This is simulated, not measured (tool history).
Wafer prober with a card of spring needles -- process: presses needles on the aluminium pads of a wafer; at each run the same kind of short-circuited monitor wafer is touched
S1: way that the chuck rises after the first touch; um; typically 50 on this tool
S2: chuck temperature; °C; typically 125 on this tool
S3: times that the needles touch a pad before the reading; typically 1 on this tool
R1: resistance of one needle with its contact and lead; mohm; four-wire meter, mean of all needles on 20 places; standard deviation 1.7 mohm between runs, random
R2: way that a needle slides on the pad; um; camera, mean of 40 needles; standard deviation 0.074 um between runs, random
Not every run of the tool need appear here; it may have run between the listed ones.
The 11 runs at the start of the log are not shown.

run,hour,S1,S2,S3,R1,R2
# hour 92.7: tips cleaned on abrasive film
12,95,50,125,3,194,12.09
13,101.4,50,125,1,338,11.98
# hour 103.5: tips cleaned on abrasive film
14,106.4,50,125,1,259,12.02
# hour 114: tips cleaned on abrasive film
15,114.1,50,125,1,183,11.91
16,122.1,50,27,1,346,11.92
# hour 124.1: tips cleaned on abrasive film
17,133.6,50,27,1,370,11.93
# hour 134.7: tips cleaned on abrasive film
18,140.1,45,27,3,225,10.6
# hour 145: tips cleaned on abrasive film
19,151.8,43,72,3,240,10.22
# hour 155.5: tips cleaned on abrasive film
20,163.9,43,72,3,247,10.09
# hour 166.3: tips cleaned on abrasive film
21,169.9,43,72,3,227,10.15
# hour 176.3: tips cleaned on abrasive film
22,178.6,43,72,3,211,10.18
# hour 186.6: tips cleaned on abrasive film
23,190.8,69,72,3,184,16.63
24,195.9,59,125,2,247,14.18
# hour 196.8: tips cleaned on abrasive film
25,203.7,31,124,1,588,7.09
# hour 207: tips cleaned on abrasive film
26,215.8,49,72,2,280,11.37
# hour 217.7: tips cleaned on abrasive film
27,226.5,43,31,2,325,9.92
# hour 228: tips cleaned on abrasive film
28,235.8,50,51,1,353,11.7
# hour 238.2: tips cleaned on abrasive film
29,243.9,50,51,1,331,11.7

What does the tool deliver on the next run?
# hour 248.6: tips cleaned on abrasive film
# hour 252.6: height of the first contact set anew
30,252.6,40,125,1,?,?

Run 30 measured R1 328 mohm, R2 9.95 um.
Minus the tool's unlogged condition, the same run would have read R1 170 mohm, R2 9.95 um.
